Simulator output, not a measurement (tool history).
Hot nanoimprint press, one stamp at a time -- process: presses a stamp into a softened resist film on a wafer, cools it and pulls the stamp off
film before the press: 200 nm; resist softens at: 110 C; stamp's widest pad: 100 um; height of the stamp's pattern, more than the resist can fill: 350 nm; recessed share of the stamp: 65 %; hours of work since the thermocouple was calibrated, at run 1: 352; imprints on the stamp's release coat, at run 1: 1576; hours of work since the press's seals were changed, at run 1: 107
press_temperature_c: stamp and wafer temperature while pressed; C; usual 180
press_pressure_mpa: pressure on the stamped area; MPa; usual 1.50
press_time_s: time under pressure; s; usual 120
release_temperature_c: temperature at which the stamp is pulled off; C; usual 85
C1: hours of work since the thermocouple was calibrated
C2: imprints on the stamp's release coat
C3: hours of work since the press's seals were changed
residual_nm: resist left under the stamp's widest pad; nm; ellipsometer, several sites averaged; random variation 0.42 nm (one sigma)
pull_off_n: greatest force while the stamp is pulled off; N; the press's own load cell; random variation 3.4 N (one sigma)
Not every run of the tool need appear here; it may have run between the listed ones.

{"run": 1, "hour": 0.0, "press_temperature_c": 180, "press_pressure_mpa": 1.5, "press_time_s": 120, "release_temperature_c": 85, "C1": 352, "C2": 1576, "C3": 107, "residual_nm": 88.4, "pull_off_n": 207}
{"run": 2, "hour": 5.0, "press_temperature_c": 180, "press_pressure_mpa": 1.5, "press_time_s": 120, "release_temperature_c": 85, "C1": 354, "C2": 1584, "C3": 109, "residual_nm": 88.9, "pull_off_n": 217}
{"run": 3, "hour": 16.5, "press_temperature_c": 180, "press_pressure_mpa": 1.5, "press_time_s": 120, "release_temperature_c": 85, "C1": 359, "C2": 1605, "C3": 114, "residual_nm": 89.4, "pull_off_n": 203}
{"run": 4, "hour": 26.0, "press_temperature_c": 180, "press_pressure_mpa": 1.5, "press_time_s": 120, "release_temperature_c": 85, "C1": 362, "C2": 1622, "C3": 118, "residual_nm": 88.4, "pull_off_n": 193}
{"run": 5, "hour": 34.8, "press_temperature_c": 180, "press_pressure_mpa": 2.24, "press_time_s": 120, "release_temperature_c": 85, "C1": 366, "C2": 1637, "C3": 122, "residual_nm": 74.6, "pull_off_n": 201}
{"run": 6, "hour": 45.5, "press_temperature_c": 180, "press_pressure_mpa": 2.24, "press_time_s": 120, "release_temperature_c": 85, "C1": 370, "C2": 1656, "C3": 126, "residual_nm": 74.4, "pull_off_n": 205}
{"run": 7, "hour": 56.2, "press_temperature_c": 180, "press_pressure_mpa": 2.24, "press_time_s": 120, "release_temperature_c": 85, "C1": 375, "C2": 1675, "C3": 130, "residual_nm": 74.3, "pull_off_n": 202}
{"hour": 63.1, "done": "stamp cleaned and given a new release coat"}
{"run": 8, "hour": 72.7, "press_temperature_c": 180, "press_pressure_mpa": 2.24, "press_time_s": 120, "release_temperature_c": 85, "C1": 379, "C2": 17, "C3": 135, "residual_nm": 73.7, "pull_off_n": 164}
{"run": 9, "hour": 83.5, "press_temperature_c": 180, "press_pressure_mpa": 2.24, "press_time_s": 120, "release_temperature_c": 85, "C1": 384, "C2": 36, "C3": 139, "residual_nm": 74.9, "pull_off_n": 160}
{"run": 10, "hour": 89.4, "press_temperature_c": 180, "press_pressure_mpa": 2.24, "press_time_s": 120, "release_temperature_c": 85, "C1": 386, "C2": 46, "C3": 142, "residual_nm": 74.9, "pull_off_n": 160}
{"run": 11, "hour": 100.7, "press_temperature_c": 180, "press_pressure_mpa": 2.24, "press_time_s": 120, "release_temperature_c": 85, "C1": 391, "C2": 66, "C3": 146, "residual_nm": 74.7, "pull_off_n": 163}
{"run": 12, "hour": 109.5, "press_temperature_c": 180, "press_pressure_mpa": 2.24, "press_time_s": 120, "release_temperature_c": 85, "C1": 394, "C2": 82, "C3": 150, "residual_nm": 74.2, "pull_off_n": 164}
{"run": 13, "hour": 115.7, "press_temperature_c": 180, "press_pressure_mpa": 2.24, "press_time_s": 120, "release_temperature_c": 85, "C1": 397, "C2": 93, "C3": 152, "residual_nm": 74.6, "pull_off_n": 161}
{"run": 14, "hour": 127.5, "press_temperature_c": 180, "press_pressure_mpa": 1.5, "press_time_s": 120, "release_temperature_c": 85, "C1": 402, "C2": 114, "C3": 157, "residual_nm": 88.7, "pull_off_n": 158}
{"run": 15, "hour": 135.4, "press_temperature_c": 180, "press_pressure_mpa": 1.09, "press_time_s": 120, "release_temperature_c": 85, "C1": 405, "C2": 127, "C3": 160, "residual_nm": 100.1, "pull_off_n": 158}
{"hour": 143.3, "done": "plate thermocouple calibrated"}
{"run": 16, "hour": 146.1, "press_temperature_c": 180, "press_pressure_mpa": 1.5, "press_time_s": 120, "release_temperature_c": 85, "C1": 1, "C2": 141, "C3": 164, "residual_nm": 93.3, "pull_off_n": 169}
{"run": 17, "hour": 153.6, "press_temperature_c": 171, "press_pressure_mpa": 1.5, "press_time_s": 120, "release_temperature_c": 84, "C1": 4, "C2": 154, "C3": 167, "residual_nm": 145.7, "pull_off_n": 169}
{"run": 18, "hour": 163.2, "press_temperature_c": 184, "press_pressure_mpa": 1.46, "press_time_s": 120, "release_temperature_c": 82, "C1": 8, "C2": 171, "C3": 171, "residual_nm": 75.3, "pull_off_n": 176}
{"run": 19, "hour": 170.6, "press_temperature_c": 168, "press_pressure_mpa": 1.48, "press_time_s": 174, "release_temperature_c": 88, "C1": 11, "C2": 185, "C3": 174, "residual_nm": 151.1, "pull_off_n": 164}
{"run": 20, "hour": 180.5, "press_temperature_c": 168, "press_pressure_mpa": 1.48, "press_time_s": 174, "release_temperature_c": 88, "C1": 15, "C2": 202, "C3": 178, "residual_nm": 150.3, "pull_off_n": 161}
{"run": 21, "hour": 192.0, "press_temperature_c": 178, "press_pressure_mpa": 1.73, "press_time_s": 111, "release_temperature_c": 78, "C1": 20, "C2": 222, "C3": 182, "residual_nm": 101.7, "pull_off_n": 194}
{"run": 22, "hour": 198.0, "press_temperature_c": 178, "press_pressure_mpa": 1.73, "press_time_s": 111, "release_temperature_c": 78, "C1": 22, "C2": 233, "C3": 185, "residual_nm": 101.8, "pull_off_n": 195}
{"run": 23, "hour": 206.5, "press_temperature_c": 172, "press_pressure_mpa": 1.19, "press_time_s": 88, "release_temperature_c": 85, "C1": 26, "C2": 248, "C3": 188, "residual_nm": 158.0, "pull_off_n": 173}
{"run": 24, "hour": 217.3, "press_temperature_c": 172, "press_pressure_mpa": 1.19, "press_time_s": 88, "release_temperature_c": 85, "C1": 30, "C2": 267, "C3": 193, "residual_nm": 157.5, "pull_off_n": 174}
{"run": 25, "hour": 223.4, "press_temperature_c": 180, "press_pressure_mpa": 1.6, "press_time_s": 120, "release_temperature_c": 82, "C1": 33, "C2": 278, "C3": 195, "residual_nm": 91.9, "pull_off_n": 174}
{"run": 26, "hour": 229.5, "press_temperature_c": 180, "press_pressure_mpa": 1.03, "press_time_s": 120, "release_temperature_c": 85, "C1": 35, "C2": 289, "C3": 198, "residual_nm": 108.6, "pull_off_n": 171}
{"run": 27, "hour": 241.3, "press_temperature_c": 180, "press_pressure_mpa": 1.03, "press_time_s": 120, "release_temperature_c": 85, "C1": 40, "C2": 309, "C3": 203, "residual_nm": 108.6, "pull_off_n": 168}
{"run": 28, "hour": 247.4, "press_temperature_c": 180, "press_pressure_mpa": 1.03, "press_time_s": 92, "release_temperature_c": 85, "C1": 43, "C2": 320, "C3": 205, "residual_nm": 118.2, "pull_off_n": 169}
{"run": 29, "hour": 254.3, "press_temperature_c": 175, "press_pressure_mpa": 0.99, "press_time_s": 120, "release_temperature_c": 85, "C1": 46, "C2": 332, "C3": 208, "residual_nm": 138.3, "pull_off_n": 170}
{"run": 30, "hour": 266.4, "press_temperature_c": 175, "press_pressure_mpa": 1.25, "press_time_s": 120, "release_temperature_c": 83, "C1": 50, "C2": 354, "C3": 213, "residual_nm": 129.0, "pull_off_n": 168}
{"run": 31, "hour": 272.7, "press_temperature_c": 180, "press_pressure_mpa": 1.87, "press_time_s": 120, "release_temperature_c": 73, "C1": 53, "C2": 365, "C3": 216, "residual_nm": 85.2, "pull_off_n": 212}

Predict each of these 3 candidate next runs independently; none follows another, all start after run 31:
{"run": "A", "hour": 284.2, "press_temperature_c": 180, "press_pressure_mpa": 1.42, "press_time_s": 65, "release_temperature_c": 73, "C1": 58, "C2": 385, "C3": 220, "residual_nm": "?", "pull_off_n": "?"}
{"run": "B", "hour": 284.2, "press_temperature_c": 180, "press_pressure_mpa": 1.27, "press_time_s": 120, "release_temperature_c": 88, "C1": 58, "C2": 385, "C3": 220, "residual_nm": "?", "pull_off_n": "?"}
{"run": "C", "hour": 284.2, "press_temperature_c": 180, "press_pressure_mpa": 1.02, "press_time_s": 120, "release_temperature_c": 73, "C1": 58, "C2": 385, "C3": 220, "residual_nm": "?", "pull_off_n": "?"}

run=A residual_nm=118.0 pull_off_n=216
run=B residual_nm=100.3 pull_off_n=161
run=C residual_nm=109.3 pull_off_n=212
The same runs, with their run-to-run variation unchanged, on a tool lacking any hidden condition would have given:
run=A residual_nm=116.5 pull_off_n=203
run=B residual_nm=98.9 pull_off_n=151
run=C residual_nm=108.0 pull_off_n=198
